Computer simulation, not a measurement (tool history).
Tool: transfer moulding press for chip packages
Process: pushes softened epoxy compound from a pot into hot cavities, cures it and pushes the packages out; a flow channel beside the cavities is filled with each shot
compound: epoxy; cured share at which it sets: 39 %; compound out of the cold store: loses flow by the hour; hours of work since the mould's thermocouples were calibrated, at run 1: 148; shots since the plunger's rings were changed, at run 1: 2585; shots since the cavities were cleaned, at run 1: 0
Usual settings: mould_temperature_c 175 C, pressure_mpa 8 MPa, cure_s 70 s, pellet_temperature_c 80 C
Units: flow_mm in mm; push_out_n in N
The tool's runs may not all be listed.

run	hour	mould_temperature_c	pressure_mpa	cure_s	pellet_temperature_c	hours of work since the mould's thermocouples were calibrated	shots since the plunger's rings were changed	shots since the cavities were cleaned	incoming compound's hours out of the cold store	flow_mm	push_out_n
1	0	175	8	70	80	148	2585	0	9.1	901	463
2	13.1	175	8	70	80	155	2728	143	14.3	875	522
3	20.5	175	8	70	80	158	2807	222	46.5	736	489
4	26.8	175	8	70	82	161	2875	290	32.6	784	523
# hour 29.2: cavities cleaned with cleaning compound and waxed
5	35.2	175	8	70	80	165	2950	65	12.6	881	591
6	47.6	175	8	70	80	171	3085	200	35.6	760	597
7	59.1	175	8	70	80	176	3209	324	45.9	720	603
8	67.6	175	8	70	80	181	3301	416	10.4	887	692
9	80.3	175	8	70	80	187	3439	554	27.6	808	649
# hour 88.2: cavities cleaned with cleaning compound and waxed, once more
10	88.6	178	6.87	69	72	190	3512	4	36.9	706	418
11	102.2	178	6.87	69	72	197	3659	151	46.1	665	457
12	115.5	178	7.97	71	72	203	3803	295	42.2	721	495

3 ways to go on from here, each from the tool as it stands after run 12. What would each give?
A	123.9	178	8	94	81	207	3894	386	38.6	?	?
B	123.9	175	8	97	80	207	3894	386	14.2	?	?
C	123.9	175	8	70	71	207	3894	386	20.8	?	?

run	flow_mm	push_out_n
A	727	481
B	851	472
C	826	593
Without the tool's hidden state the same runs would have given:
run	flow_mm	push_out_n
A	777	386
B	909	378
C	883	478

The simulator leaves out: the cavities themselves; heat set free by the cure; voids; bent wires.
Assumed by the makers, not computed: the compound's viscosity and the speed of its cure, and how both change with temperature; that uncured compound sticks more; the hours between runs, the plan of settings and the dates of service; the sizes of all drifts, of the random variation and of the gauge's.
